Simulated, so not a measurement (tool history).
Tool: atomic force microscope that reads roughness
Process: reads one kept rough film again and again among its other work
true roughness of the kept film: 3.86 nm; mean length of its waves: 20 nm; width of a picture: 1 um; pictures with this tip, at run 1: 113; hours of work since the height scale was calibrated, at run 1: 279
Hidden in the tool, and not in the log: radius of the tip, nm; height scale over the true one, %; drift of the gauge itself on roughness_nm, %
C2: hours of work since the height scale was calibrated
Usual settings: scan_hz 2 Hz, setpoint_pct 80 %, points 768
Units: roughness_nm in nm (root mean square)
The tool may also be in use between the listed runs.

{"run": 1, "hour": 0.0, "scan_hz": 2, "setpoint_pct": 80, "points": 768, "pictures with this tip": 113, "C2": 279, "roughness_nm": 2.492}
{"run": 2, "hour": 10.4, "scan_hz": 2, "setpoint_pct": 80, "points": 768, "pictures with this tip": 133, "C2": 287, "roughness_nm": 2.487}
{"run": 3, "hour": 22.2, "scan_hz": 2, "setpoint_pct": 80, "points": 768, "pictures with this tip": 155, "C2": 297, "roughness_nm": 2.503}
{"run": 4, "hour": 34.6, "scan_hz": 2, "setpoint_pct": 80, "points": 768, "pictures with this tip": 178, "C2": 307, "roughness_nm": 2.507}
{"hour": 38.0, "done": "new tip fitted"}
{"run": 5, "hour": 46.8, "scan_hz": 2, "setpoint_pct": 80, "points": 768, "pictures with this tip": 17, "C2": 316, "roughness_nm": 2.488}
{"run": 6, "hour": 64.3, "scan_hz": 2, "setpoint_pct": 80, "points": 768, "pictures with this tip": 50, "C2": 330, "roughness_nm": 2.522}
{"run": 7, "hour": 83.4, "scan_hz": 2, "setpoint_pct": 73, "points": 768, "pictures with this tip": 85, "C2": 345, "roughness_nm": 2.589}
{"run": 8, "hour": 95.7, "scan_hz": 2, "setpoint_pct": 73, "points": 768, "pictures with this tip": 108, "C2": 355, "roughness_nm": 2.575}
{"run": 9, "hour": 114.9, "scan_hz": 3.07, "setpoint_pct": 73, "points": 768, "pictures with this tip": 144, "C2": 370, "roughness_nm": 2.491}
{"run": 10, "hour": 127.0, "scan_hz": 3.07, "setpoint_pct": 73, "points": 768, "pictures with this tip": 167, "C2": 380, "roughness_nm": 2.477}
{"hour": 135.2, "done": "new tip fitted"}
{"run": 11, "hour": 147.5, "scan_hz": 3.07, "setpoint_pct": 73, "points": 768, "pictures with this tip": 23, "C2": 396, "roughness_nm": 2.493}
{"run": 12, "hour": 159.9, "scan_hz": 3.07, "setpoint_pct": 73, "points": 768, "pictures with this tip": 47, "C2": 405, "roughness_nm": 2.509}
{"run": 13, "hour": 168.7, "scan_hz": 3.07, "setpoint_pct": 73, "points": 768, "pictures with this tip": 63, "C2": 412, "roughness_nm": 2.484}
{"run": 14, "hour": 186.6, "scan_hz": 3.07, "setpoint_pct": 73, "points": 768, "pictures with this tip": 97, "C2": 427, "roughness_nm": 2.5}
{"run": 15, "hour": 207.8, "scan_hz": 3.07, "setpoint_pct": 73, "points": 768, "pictures with this tip": 136, "C2": 444, "roughness_nm": 2.504}
{"run": 16, "hour": 228.4, "scan_hz": 2, "setpoint_pct": 80, "points": 768, "pictures with this tip": 175, "C2": 460, "roughness_nm": 2.485}
{"hour": 232.5, "done": "new tip fitted"}
{"run": 17, "hour": 248.2, "scan_hz": 2, "setpoint_pct": 80, "points": 768, "pictures with this tip": 29, "C2": 475, "roughness_nm": 2.503}
{"run": 18, "hour": 257.8, "scan_hz": 2, "setpoint_pct": 80, "points": 768, "pictures with this tip": 47, "C2": 483, "roughness_nm": 2.483}
{"run": 19, "hour": 278.5, "scan_hz": 2, "setpoint_pct": 80, "points": 768, "pictures with this tip": 86, "C2": 499, "roughness_nm": 2.491}
{"run": 20, "hour": 291.5, "scan_hz": 2, "setpoint_pct": 70, "points": 768, "pictures with this tip": 110, "C2": 510, "roughness_nm": 2.623}
{"run": 21, "hour": 301.5, "scan_hz": 2, "setpoint_pct": 70, "points": 768, "pictures with this tip": 129, "C2": 518, "roughness_nm": 2.595}
{"run": 22, "hour": 311.1, "scan_hz": 2, "setpoint_pct": 70, "points": 768, "pictures with this tip": 147, "C2": 525, "roughness_nm": 2.62}
{"run": 23, "hour": 324.2, "scan_hz": 2, "setpoint_pct": 70, "points": 768, "pictures with this tip": 171, "C2": 536, "roughness_nm": 2.607}
{"hour": 330.9, "done": "new tip fitted"}
{"run": 24, "hour": 334.0, "scan_hz": 2, "setpoint_pct": 70, "points": 768, "pictures with this tip": 6, "C2": 543, "roughness_nm": 2.628}
{"run": 25, "hour": 346.1, "scan_hz": 1.84, "setpoint_pct": 70, "points": 611, "pictures with this tip": 29, "C2": 553, "roughness_nm": 2.621}
{"run": 26, "hour": 355.5, "scan_hz": 2.56, "setpoint_pct": 63, "points": 551, "pictures with this tip": 46, "C2": 560, "roughness_nm": 2.61}
{"run": 27, "hour": 372.7, "scan_hz": 2.56, "setpoint_pct": 63, "points": 551, "pictures with this tip": 78, "C2": 574, "roughness_nm": 2.621}
{"run": 28, "hour": 390.7, "scan_hz": 0.51, "setpoint_pct": 63, "points": 551, "pictures with this tip": 112, "C2": 588, "roughness_nm": 2.755}
{"run": 29, "hour": 400.7, "scan_hz": 0.51, "setpoint_pct": 63, "points": 551, "pictures with this tip": 131, "C2": 596, "roughness_nm": 2.729}
{"run": 30, "hour": 418.2, "scan_hz": 0.93, "setpoint_pct": 58, "points": 283, "pictures with this tip": 164, "C2": 610, "roughness_nm": 2.638}
{"run": 31, "hour": 427.0, "scan_hz": 0.93, "setpoint_pct": 58, "points": 283, "pictures with this tip": 180, "C2": 617, "roughness_nm": 2.664}
{"hour": 429.1, "done": "new tip fitted"}
{"run": 32, "hour": 437.1, "scan_hz": 0.93, "setpoint_pct": 58, "points": 527, "pictures with this tip": 15, "C2": 625, "roughness_nm": 2.741}
{"run": 33, "hour": 451.6, "scan_hz": 0.93, "setpoint_pct": 58, "points": 527, "pictures with this tip": 42, "C2": 636, "roughness_nm": 2.74}
{"run": 34, "hour": 469.8, "scan_hz": 2, "setpoint_pct": 83, "points": 464, "pictures with this tip": 76, "C2": 651, "roughness_nm": 2.458}
{"run": 35, "hour": 483.0, "scan_hz": 1.97, "setpoint_pct": 63, "points": 904, "pictures with this tip": 101, "C2": 661, "roughness_nm": 2.694}
{"run": 36, "hour": 497.3, "scan_hz": 1.97, "setpoint_pct": 63, "points": 904, "pictures with this tip": 128, "C2": 673, "roughness_nm": 2.673}
{"run": 37, "hour": 516.5, "scan_hz": 1.92, "setpoint_pct": 63, "points": 270, "pictures with this tip": 164, "C2": 688, "roughness_nm": 2.577}
{"hour": 526.8, "done": "new tip fitted"}
{"run": 38, "hour": 536.4, "scan_hz": 1.92, "setpoint_pct": 63, "points": 270, "pictures with this tip": 18, "C2": 703, "roughness_nm": 2.589}
{"run": 39, "hour": 545.8, "scan_hz": 1.92, "setpoint_pct": 63, "points": 270, "pictures with this tip": 36, "C2": 711, "roughness_nm": 2.61}
{"run": 40, "hour": 563.7, "scan_hz": 2.07, "setpoint_pct": 90, "points": 768, "pictures with this tip": 69, "C2": 725, "roughness_nm": 2.353}
{"run": 41, "hour": 582.9, "scan_hz": 2.07, "setpoint_pct": 90, "points": 768, "pictures with this tip": 105, "C2": 740, "roughness_nm": 2.33}
{"run": 42, "hour": 601.2, "scan_hz": 1.96, "setpoint_pct": 55, "points": 378, "pictures with this tip": 139, "C2": 755, "roughness_nm": 2.68}
{"run": 43, "hour": 622.0, "scan_hz": 1.19, "setpoint_pct": 64, "points": 378, "pictures with this tip": 178, "C2": 772, "roughness_nm": 2.657}
{"hour": 623.9, "done": "new tip fitted"}
{"run": 44, "hour": 638.8, "scan_hz": 0.89, "setpoint_pct": 59, "points": 433, "pictures with this tip": 28, "C2": 785, "roughness_nm": 2.707}
{"run": 45, "hour": 656.6, "scan_hz": 2, "setpoint_pct": 80, "points": 630, "pictures with this tip": 61, "C2": 799, "roughness_nm": 2.503}
{"run": 46, "hour": 671.5, "scan_hz": 2, "setpoint_pct": 70, "points": 467, "pictures with this tip": 89, "C2": 811, "roughness_nm": 2.608}
{"run": 47, "hour": 692.2, "scan_hz": 1.76, "setpoint_pct": 79, "points": 467, "pictures with this tip": 128, "C2": 827, "roughness_nm": 2.499}
{"run": 48, "hour": 703.9, "scan_hz": 0.58, "setpoint_pct": 57, "points": 389, "pictures with this tip": 150, "C2": 836, "roughness_nm": 2.725}

Hidden state at the last listed run before each entry between runs and at the first one after, where it differs:
Between runs 4 and 5: new tip fitted (hour 38)
  radius of the tip, nm: 10.2 -> 10
  measured less the result without the state, roughness_nm: -0.013 -> -0.001 nm (root mean square)
Between runs 10 and 11: new tip fitted (hour 135.2)
  radius of the tip, nm: 10.2 -> 10
  measured less the result without the state, roughness_nm: -0.012 -> -0.002 nm (root mean square)
Between runs 16 and 17: new tip fitted (hour 232.5)
  radius of the tip, nm: 10.2 -> 10
  measured less the result without the state, roughness_nm: -0.012 -> -0.003 nm (root mean square)
Between runs 23 and 24: new tip fitted (hour 330.9)
  radius of the tip, nm: 10.2 -> 10
  measured less the result without the state, roughness_nm: -0.013 -> -0.001 nm (root mean square)
Between runs 31 and 32: new tip fitted (hour 429.1)
  radius of the tip, nm: 10.2 -> 10
  measured less the result without the state, roughness_nm: -0.015 -> -0.002 nm (root mean square)
Between runs 37 and 38: new tip fitted (hour 526.8)
  radius of the tip, nm: 10.2 -> 10
  measured less the result without the state, roughness_nm: -0.012 -> -0.002 nm (root mean square)
Between runs 43 and 44: new tip fitted (hour 623.9)
  radius of the tip, nm: 10.2 -> 10
  measured less the result without the state, roughness_nm: -0.014 -> -0.003 nm (root mean square)
